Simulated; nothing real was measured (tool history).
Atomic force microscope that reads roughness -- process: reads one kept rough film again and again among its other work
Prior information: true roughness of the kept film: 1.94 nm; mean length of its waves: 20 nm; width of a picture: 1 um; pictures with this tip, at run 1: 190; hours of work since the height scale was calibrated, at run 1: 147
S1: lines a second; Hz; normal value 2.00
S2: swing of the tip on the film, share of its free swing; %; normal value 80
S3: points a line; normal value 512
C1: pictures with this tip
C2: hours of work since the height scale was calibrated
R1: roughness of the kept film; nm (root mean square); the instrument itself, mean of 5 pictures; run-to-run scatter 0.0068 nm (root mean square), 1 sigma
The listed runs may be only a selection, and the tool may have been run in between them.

| run | day | S1 | S2 | S3 | C1 | C2 | R1 |
|---|---|---|---|---|---|---|---|
| 1 | 0.000 | 2.00 | 80 | 512 | 190 | 147 | 1.088 |
|  | 0.367 | new tip fitted |
| 2 | 0.383 | 2.00 | 80 | 512 | 0 | 151 | 1.371 |
| 3 | 0.604 | 2.00 | 80 | 512 | 6 | 154 | 1.359 |
| 4 | 0.854 | 2.00 | 80 | 512 | 13 | 156 | 1.347 |
| 5 | 1.100 | 2.00 | 80 | 512 | 20 | 159 | 1.338 |
| 6 | 1.429 | 2.00 | 80 | 512 | 29 | 163 | 1.329 |
| 7 | 1.608 | 2.00 | 80 | 512 | 34 | 165 | 1.329 |
| 8 | 2.000 | 2.00 | 80 | 512 | 45 | 169 | 1.303 |
| 9 | 2.317 | 2.00 | 80 | 512 | 54 | 172 | 1.284 |
| 10 | 2.612 | 2.00 | 80 | 512 | 62 | 175 | 1.278 |
| 11 | 2.854 | 2.00 | 80 | 512 | 68 | 178 | 1.260 |
| 12 | 3.071 | 2.00 | 80 | 569 | 75 | 181 | 1.263 |
| 13 | 3.338 | 2.00 | 80 | 569 | 82 | 183 | 1.246 |
|  | 3.408 | height scale calibrated on a step standard |
| 14 | 3.779 | 2.00 | 80 | 333 | 93 | 4 | 1.227 |
| 15 | 4.075 | 2.00 | 80 | 333 | 101 | 7 | 1.200 |
|  | 4.342 | height scale calibrated on a step standard, once more |
| 16 | 4.500 | 0.72 | 78 | 783 | 112 | 2 | 1.379 |
| 17 | 4.800 | 0.79 | 61 | 512 | 120 | 5 | 1.426 |
| 18 | 5.133 | 3.66 | 61 | 337 | 129 | 9 | 1.268 |
| 19 | 5.362 | 3.66 | 61 | 337 | 136 | 11 | 1.243 |
| 20 | 5.733 | 1.08 | 68 | 337 | 146 | 15 | 1.335 |
| 21 | 6.121 | 3.20 | 69 | 337 | 156 | 19 | 1.157 |
| 22 | 6.462 | 3.20 | 69 | 337 | 166 | 23 | 1.142 |
| 23 | 6.875 | 0.73 | 69 | 337 | 177 | 28 | 1.298 |
| 24 | 7.283 | 1.80 | 57 | 512 | 189 | 32 | 1.296 |
| 25 | 7.642 | 1.80 | 57 | 512 | 199 | 36 | 1.297 |
|  | 7.712 | new tip fitted |
| 26 | 8.008 | 1.30 | 83 | 512 | 8 | 40 | 1.410 |
| 27 | 8.358 | 1.17 | 80 | 512 | 18 | 44 | 1.442 |
| 28 | 8.662 | 0.57 | 65 | 512 | 26 | 47 | 1.580 |

Predict each of these 5 candidate next runs independently; none follows another, all start after run 28:
| A | 9.075 | 1.36 | 74 | 647 | 38 | 51 | ? |
| B | 9.075 | 0.69 | 82 | 275 | 38 | 51 | ? |
| C | 9.075 | 2.00 | 68 | 512 | 38 | 51 | ? |
| D | 9.075 | 0.57 | 65 | 922 | 38 | 51 | ? |
| E | 9.075 | 2.37 | 82 | 512 | 38 | 51 | ? |

| run | R1 |
|---|---|
| A | 1.440 |
| B | 1.437 |
| C | 1.436 |
| D | 1.565 |
| E | 1.229 |
Take away the tool's hidden state, keep each run's random variation, and the runs would have read:
| run | R1 |
|---|---|
| A | 1.525 |
| B | 1.522 |
| C | 1.521 |
| D | 1.657 |
| E | 1.302 |
